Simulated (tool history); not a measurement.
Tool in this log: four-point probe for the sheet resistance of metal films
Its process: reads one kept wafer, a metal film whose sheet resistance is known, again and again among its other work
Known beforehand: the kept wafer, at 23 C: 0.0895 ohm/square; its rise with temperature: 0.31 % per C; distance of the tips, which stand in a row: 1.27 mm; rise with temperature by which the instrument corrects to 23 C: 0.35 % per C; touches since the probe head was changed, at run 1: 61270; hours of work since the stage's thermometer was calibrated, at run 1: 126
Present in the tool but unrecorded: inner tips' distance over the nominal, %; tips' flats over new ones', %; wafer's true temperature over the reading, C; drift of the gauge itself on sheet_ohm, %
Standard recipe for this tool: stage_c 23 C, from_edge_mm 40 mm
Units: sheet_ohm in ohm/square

run	hour	stage_c	from_edge_mm	touches since the probe head was changed	hours of work since the stage's thermometer was calibrated	sheet_ohm
1	0	23	40	61270	126	0.08876
2	8	23	40	61671	131	0.088717
3	21	20	40	62318	140	0.088808
4	32.9	20	40	62911	149	0.088833
# hour 39.1: new probe head fitted
5	47	20	40	395	158	0.089044
6	55	23	40	794	164	0.08893
7	72.3	27	40	1657	176	0.088782
8	87.4	20	12	2407	186	0.089501
9	96.4	20	12	2860	193	0.089498
10	113.8	20	57	3728	205	0.088963
11	121.6	21	21	4117	211	0.089068
12	131.7	25	23	4619	218	0.088933
13	146.9	25	23	5380	228	0.088923

4 ways to go on from here, each from the tool as it stands after run 13. What would each give?
A	158.8	23	27	5973	237	?
B	158.8	33	3	5973	237	?
C	158.8	28	64	5973	237	?
D	158.8	23	59	5973	237	?

run	sheet_ohm
A	0.088916
B	0.096196
C	0.088654
D	0.088869
What these runs would have given with no unlogged condition in the tool:
run	sheet_ohm
A	0.0896
B	0.09693
C	0.089336
D	0.089552

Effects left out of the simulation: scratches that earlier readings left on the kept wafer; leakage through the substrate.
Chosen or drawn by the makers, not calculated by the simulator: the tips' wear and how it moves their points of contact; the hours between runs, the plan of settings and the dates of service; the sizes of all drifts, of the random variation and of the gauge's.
